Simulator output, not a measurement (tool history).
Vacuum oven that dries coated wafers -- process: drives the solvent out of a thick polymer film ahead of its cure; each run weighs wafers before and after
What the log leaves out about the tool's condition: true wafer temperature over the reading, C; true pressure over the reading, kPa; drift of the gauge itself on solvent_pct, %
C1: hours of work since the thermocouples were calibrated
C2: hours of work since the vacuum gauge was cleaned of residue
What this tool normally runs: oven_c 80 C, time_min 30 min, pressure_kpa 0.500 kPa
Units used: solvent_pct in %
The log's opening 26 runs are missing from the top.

{"run": 27, "hour": 246.5, "oven_c": 87, "time_min": 30, "pressure_kpa": 0.512, "C1": 89, "C2": 582, "solvent_pct": 0.87}
{"run": 28, "hour": 253.7, "oven_c": 82, "time_min": 15, "pressure_kpa": 0.471, "C1": 95, "C2": 587, "solvent_pct": 5.1}
{"run": 29, "hour": 261.7, "oven_c": 66, "time_min": 15, "pressure_kpa": 0.418, "C1": 101, "C2": 594, "solvent_pct": 10.39}
{"run": 30, "hour": 272.7, "oven_c": 69, "time_min": 30, "pressure_kpa": 0.5, "C1": 110, "C2": 602, "solvent_pct": 5.59}
{"run": 31, "hour": 284.0, "oven_c": 78, "time_min": 30, "pressure_kpa": 0.399, "C1": 119, "C2": 611, "solvent_pct": 2.59}
{"run": 32, "hour": 293.4, "oven_c": 80, "time_min": 31, "pressure_kpa": 0.405, "C1": 126, "C2": 619, "solvent_pct": 1.96}
{"run": 33, "hour": 305.9, "oven_c": 80, "time_min": 31, "pressure_kpa": 0.405, "C1": 136, "C2": 629, "solvent_pct": 1.98}
{"run": 34, "hour": 314.1, "oven_c": 80, "time_min": 50, "pressure_kpa": 0.5, "C1": 143, "C2": 635, "solvent_pct": 0.69}
{"run": 35, "hour": 323.8, "oven_c": 85, "time_min": 29, "pressure_kpa": 1.386, "C1": 150, "C2": 643, "solvent_pct": 1.47}
{"run": 36, "hour": 329.6, "oven_c": 85, "time_min": 29, "pressure_kpa": 1.938, "C1": 155, "C2": 647, "solvent_pct": 1.58}
{"run": 37, "hour": 341.5, "oven_c": 83, "time_min": 42, "pressure_kpa": 0.289, "C1": 164, "C2": 657, "solvent_pct": 0.59}
{"run": 38, "hour": 347.0, "oven_c": 83, "time_min": 42, "pressure_kpa": 0.289, "C1": 169, "C2": 661, "solvent_pct": 0.59}
{"run": 39, "hour": 356.3, "oven_c": 83, "time_min": 42, "pressure_kpa": 0.289, "C1": 176, "C2": 668, "solvent_pct": 0.57}
{"run": 40, "hour": 365.4, "oven_c": 82, "time_min": 30, "pressure_kpa": 0.551, "C1": 183, "C2": 676, "solvent_pct": 1.71}
{"run": 41, "hour": 371.6, "oven_c": 84, "time_min": 30, "pressure_kpa": 0.423, "C1": 188, "C2": 681, "solvent_pct": 1.27}
{"run": 42, "hour": 378.9, "oven_c": 89, "time_min": 48, "pressure_kpa": 0.423, "C1": 194, "C2": 686, "solvent_pct": 0.2}
{"run": 43, "hour": 388.2, "oven_c": 76, "time_min": 43, "pressure_kpa": 0.292, "C1": 201, "C2": 694, "solvent_pct": 1.59}
{"run": 44, "hour": 397.7, "oven_c": 76, "time_min": 43, "pressure_kpa": 0.292, "C1": 209, "C2": 701, "solvent_pct": 1.57}
{"run": 45, "hour": 405.1, "oven_c": 76, "time_min": 43, "pressure_kpa": 1.649, "C1": 215, "C2": 707, "solvent_pct": 2.05}
{"run": 46, "hour": 415.5, "oven_c": 80, "time_min": 20, "pressure_kpa": 0.373, "C1": 223, "C2": 715, "solvent_pct": 4.1}

What if the next run were any one of these 5? Each begins from the tool's condition after run 46:
{"run": "A", "hour": 424.2, "oven_c": 82, "time_min": 20, "pressure_kpa": 0.373, "C1": 230, "C2": 722, "solvent_pct": "?"}
{"run": "B", "hour": 424.2, "oven_c": 80, "time_min": 30, "pressure_kpa": 0.913, "C1": 230, "C2": 722, "solvent_pct": "?"}
{"run": "C", "hour": 424.2, "oven_c": 82, "time_min": 27, "pressure_kpa": 0.628, "C1": 230, "C2": 722, "solvent_pct": "?"}
{"run": "D", "hour": 424.2, "oven_c": 67, "time_min": 20, "pressure_kpa": 0.373, "C1": 230, "C2": 722, "solvent_pct": "?"}
{"run": "E", "hour": 424.2, "oven_c": 82, "time_min": 40, "pressure_kpa": 1.372, "C1": 230, "C2": 722, "solvent_pct": "?"}

run=A solvent_pct=3.39
run=B solvent_pct=2.27
run=C solvent_pct=2.11
run=D solvent_pct=8.39
run=E solvent_pct=1.03
Had the tool no hidden state, the same runs would have come out as:
run=A solvent_pct=3.34
run=B solvent_pct=2.21
run=C solvent_pct=2.06
run=D solvent_pct=8.33
run=E solvent_pct=0.98
